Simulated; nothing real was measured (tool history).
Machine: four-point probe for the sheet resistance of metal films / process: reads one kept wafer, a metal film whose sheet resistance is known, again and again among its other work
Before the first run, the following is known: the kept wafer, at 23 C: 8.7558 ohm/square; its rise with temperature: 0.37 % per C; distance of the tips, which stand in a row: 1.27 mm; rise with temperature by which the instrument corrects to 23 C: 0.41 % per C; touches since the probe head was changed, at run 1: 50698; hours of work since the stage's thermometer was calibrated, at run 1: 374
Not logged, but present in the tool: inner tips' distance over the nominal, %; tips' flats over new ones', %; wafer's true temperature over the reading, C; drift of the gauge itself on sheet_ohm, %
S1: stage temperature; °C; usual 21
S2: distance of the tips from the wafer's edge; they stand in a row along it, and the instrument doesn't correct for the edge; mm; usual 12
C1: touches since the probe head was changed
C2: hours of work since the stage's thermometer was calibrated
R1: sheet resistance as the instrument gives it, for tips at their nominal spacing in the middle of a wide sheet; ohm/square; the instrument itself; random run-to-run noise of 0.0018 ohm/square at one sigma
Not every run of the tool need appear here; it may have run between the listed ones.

{"run": 1, "day": 0.0, "S1": 21, "S2": 12, "C1": 50698, "C2": 374, "R1": 8.846348}
{"run": 2, "day": 5.238, "S1": 34, "S2": 12, "C1": 55574, "C2": 437, "R1": 8.813423}
{"run": 3, "day": 8.75, "S1": 21, "S2": 19, "C1": 58845, "C2": 479, "R1": 8.819656}
{"run": 4, "day": 13.908, "S1": 21, "S2": 19, "C1": 63644, "C2": 540, "R1": 8.828502}
{"run": 5, "day": 17.338, "S1": 21, "S2": 19, "C1": 66836, "C2": 581, "R1": 8.825956}
{"run": 6, "day": 19.954, "S1": 21, "S2": 12, "C1": 69274, "C2": 612, "R1": 8.861219}
{"run": 7, "day": 25.533, "S1": 21, "S2": 12, "C1": 74467, "C2": 679, "R1": 8.865104}
{"run": 8, "day": 28.362, "S1": 21, "S2": 25, "C1": 77102, "C2": 712, "R1": 8.830232}
{"day": 29.825, "done": "new probe head fitted"}
{"run": 9, "day": 33.021, "S1": 21, "S2": 25, "C1": 2977, "C2": 767, "R1": 8.818683}
{"run": 10, "day": 38.004, "S1": 21, "S2": 25, "C1": 7613, "C2": 827, "R1": 8.822477}
{"run": 11, "day": 40.383, "S1": 27, "S2": 12, "C1": 9831, "C2": 855, "R1": 8.844938}
{"run": 12, "day": 45.054, "S1": 27, "S2": 12, "C1": 14179, "C2": 911, "R1": 8.850542}
{"run": 13, "day": 48.917, "S1": 27, "S2": 12, "C1": 17775, "C2": 957, "R1": 8.851455}
{"run": 14, "day": 53.938, "S1": 35, "S2": 12, "C1": 22449, "C2": 1017, "R1": 8.83072}
{"run": 15, "day": 58.033, "S1": 31, "S2": 12, "C1": 26259, "C2": 1065, "R1": 8.84646}
{"run": 16, "day": 61.846, "S1": 21, "S2": 12, "C1": 29810, "C2": 1111, "R1": 8.880158}
{"run": 17, "day": 64.746, "S1": 21, "S2": 12, "C1": 32508, "C2": 1145, "R1": 8.879556}
{"run": 18, "day": 68.462, "S1": 21, "S2": 12, "C1": 35967, "C2": 1189, "R1": 8.884056}
{"run": 19, "day": 72.821, "S1": 21, "S2": 12, "C1": 40025, "C2": 1241, "R1": 8.88492}
{"run": 20, "day": 75.642, "S1": 31, "S2": 12, "C1": 42649, "C2": 1275, "R1": 8.859722}
{"run": 21, "day": 81.117, "S1": 33, "S2": 12, "C1": 47748, "C2": 1340, "R1": 8.855467}
{"run": 22, "day": 85.917, "S1": 34, "S2": 12, "C1": 52217, "C2": 1397, "R1": 8.858181}
{"run": 23, "day": 88.579, "S1": 34, "S2": 12, "C1": 54692, "C2": 1429, "R1": 8.860795}
{"run": 24, "day": 91.867, "S1": 34, "S2": 12, "C1": 57754, "C2": 1468, "R1": 8.862729}
{"run": 25, "day": 96.862, "S1": 34, "S2": 12, "C1": 62404, "C2": 1528, "R1": 8.864197}
{"run": 26, "day": 99.267, "S1": 19, "S2": 9, "C1": 64644, "C2": 1556, "R1": 8.952206}
{"run": 27, "day": 103.075, "S1": 20, "S2": 35, "C1": 68189, "C2": 1602, "R1": 8.866263}
{"run": 28, "day": 106.683, "S1": 19, "S2": 9, "C1": 71546, "C2": 1645, "R1": 8.960391}
{"run": 29, "day": 109.408, "S1": 19, "S2": 9, "C1": 74084, "C2": 1677, "R1": 8.9618}
{"run": 30, "day": 112.696, "S1": 19, "S2": 9, "C1": 77144, "C2": 1716, "R1": 8.963839}
{"day": 114.492, "done": "new probe head fitted"}
{"run": 31, "day": 116.183, "S1": 19, "S2": 9, "C1": 1577, "C2": 1757, "R1": 8.859739}
{"run": 32, "day": 121.488, "S1": 22, "S2": 4, "C1": 6515, "C2": 1821, "R1": 9.209074}
{"run": 33, "day": 124.283, "S1": 21, "S2": 5, "C1": 9117, "C2": 1854, "R1": 9.059528}
{"run": 34, "day": 128.746, "S1": 21, "S2": 5, "C1": 13271, "C2": 1907, "R1": 9.061027}
{"run": 35, "day": 132.342, "S1": 19, "S2": 29, "C1": 16616, "C2": 1950, "R1": 8.786098}
{"run": 36, "day": 136.671, "S1": 19, "S2": 29, "C1": 20646, "C2": 2001, "R1": 8.786533}
{"run": 37, "day": 140.388, "S1": 31, "S2": 38, "C1": 24109, "C2": 2046, "R1": 8.751762}
{"run": 38, "day": 145.429, "S1": 32, "S2": 43, "C1": 28801, "C2": 2106, "R1": 8.752507}
{"run": 39, "day": 148.7, "S1": 19, "S2": 4, "C1": 31844, "C2": 2145, "R1": 9.238943}
{"run": 40, "day": 152.975, "S1": 21, "S2": 7, "C1": 35824, "C2": 2196, "R1": 8.939627}
{"run": 41, "day": 155.883, "S1": 23, "S2": 3, "C1": 38530, "C2": 2230, "R1": 9.54711}
{"day": 159.588, "done": "stage's thermometer calibrated"}
{"run": 42, "day": 160.179, "S1": 31, "S2": 28, "C1": 42513, "C2": 7, "R1": 8.760009}
{"run": 43, "day": 165.242, "S1": 19, "S2": 58, "C1": 47224, "C2": 67, "R1": 8.788959}
{"run": 44, "day": 167.825, "S1": 19, "S2": 8, "C1": 49629, "C2": 98, "R1": 8.910256}

Predict each of these 4 candidate next runs independently; none follows another, all start after run 44:
{"run": "A", "day": 171.438, "S1": 30, "S2": 4, "C1": 52991, "C2": 141, "R1": "?"}
{"run": "B", "day": 171.438, "S1": 21, "S2": 56, "C1": 52991, "C2": 141, "R1": "?"}
{"run": "C", "day": 171.438, "S1": 18, "S2": 15, "C1": 52991, "C2": 141, "R1": "?"}
{"run": "D", "day": 171.438, "S1": 19, "S2": 64, "C1": 52991, "C2": 141, "R1": "?"}

run=A R1=9.207098
run=B R1=8.790122
run=C R1=8.830591
run=D R1=8.795564
Take away the tool's hidden state, keep each run's random variation, and the runs would have read:
run=A R1=9.181318
run=B R1=8.765480
run=C R1=8.805873
run=D R1=8.770926

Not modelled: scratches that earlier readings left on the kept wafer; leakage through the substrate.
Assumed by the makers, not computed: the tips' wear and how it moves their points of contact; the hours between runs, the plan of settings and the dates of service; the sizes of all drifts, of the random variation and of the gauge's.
